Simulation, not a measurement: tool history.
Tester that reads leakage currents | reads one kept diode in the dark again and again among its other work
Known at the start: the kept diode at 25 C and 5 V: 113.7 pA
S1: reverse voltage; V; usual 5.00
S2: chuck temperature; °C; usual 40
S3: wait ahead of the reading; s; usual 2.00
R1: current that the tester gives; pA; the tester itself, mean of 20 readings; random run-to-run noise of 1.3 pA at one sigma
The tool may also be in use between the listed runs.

| run | hour | S1 | S2 | S3 | R1 |
|---|---|---|---|---|---|
| 1 | 0.0 | 5.00 | 40 | 2.00 | 420.52 |
| 2 | 13.6 | 5.00 | 24 | 2.00 | 103.51 |
| 3 | 36.1 | 5.00 | 24 | 2.00 | 102.93 |
| 4 | 61.1 | 5.00 | 30 | 2.00 | 177.37 |
| 5 | 74.4 | 7.19 | 30 | 2.00 | 207.02 |
| 6 | 92.4 | 7.19 | 30 | 2.00 | 206.09 |
| 7 | 118.2 | 7.19 | 30 | 2.00 | 206.73 |
| 8 | 137.2 | 5.00 | 40 | 0.36 | 417.99 |
| 9 | 154.0 | 8.71 | 40 | 2.00 | 528.46 |
| 10 | 178.6 | 13.73 | 40 | 2.00 | 638.65 |
| 11 | 196.5 | 13.73 | 40 | 2.00 | 638.17 |
| 12 | 218.4 | 13.73 | 40 | 2.00 | 643.67 |
| 13 | 248.2 | 5.00 | 40 | 1.66 | 414.55 |
| 14 | 279.3 | 5.00 | 40 | 1.66 | 412.28 |
| 15 | 299.1 | 3.76 | 27 | 1.79 | 118.09 |
| 16 | 318.4 | 3.76 | 58 | 1.21 | 1525.69 |
| 17 | 343.2 | 2.29 | 21 | 1.91 | 54.70 |
| 18 | 369.1 | 5.00 | 40 | 0.58 | 411.16 |
| 19 | 396.8 | 5.00 | 25 | 0.58 | 111.27 |
| 20 | 426.0 | 5.00 | 25 | 0.58 | 111.11 |
| 21 | 457.7 | 5.00 | 25 | 0.58 | 111.01 |
| 22 | 473.0 | 15.54 | 30 | 9.05 | 281.59 |
| 23 | 492.1 | 15.54 | 26 | 3.32 | 199.04 |
| 24 | 515.3 | 15.54 | 44 | 3.70 | 916.15 |
| 25 | 533.9 | 2.18 | 37 | 2.81 | 221.75 |
| 26 | 553.7 | 7.18 | 37 | 5.91 | 366.07 |
| 27 | 582.3 | 1.61 | 37 | 6.64 | 193.43 |

Table of differences, measured result less the result of that run with no hidden state. Run-to-run variation is the same in both. Gauge scatter possibly is not:
Hidden state at play: stray current of the dirty probe card, pA a volt; current scale over the true one, %; true chuck temperature over the reading, C; drift of the gauge itself on leakage_pa, %.
| run | R1 |
|---|---|
| 1 | -5.76 |
| 2 | -0.43 |
| 3 | -0.57 |
| 4 | -2.41 |
| 5 | -2.53 |
| 6 | -2.76 |
| 7 | -3.12 |
| 8 | -9.68 |
| 9 | -11.95 |
| 10 | -14.30 |
| 11 | -15.11 |
| 12 | -16.14 |
| 13 | -12.78 |
| 14 | -13.60 |
| 15 | -3.49 |
| 16 | -53.98 |
| 17 | -1.63 |
| 18 | -16.04 |
| 19 | -3.45 |
| 20 | -3.66 |
| 21 | -3.89 |
| 22 | -8.40 |
| 23 | -4.29 |
| 24 | -41.76 |
| 25 | -11.70 |
| 26 | -18.09 |
| 27 | -11.06 |

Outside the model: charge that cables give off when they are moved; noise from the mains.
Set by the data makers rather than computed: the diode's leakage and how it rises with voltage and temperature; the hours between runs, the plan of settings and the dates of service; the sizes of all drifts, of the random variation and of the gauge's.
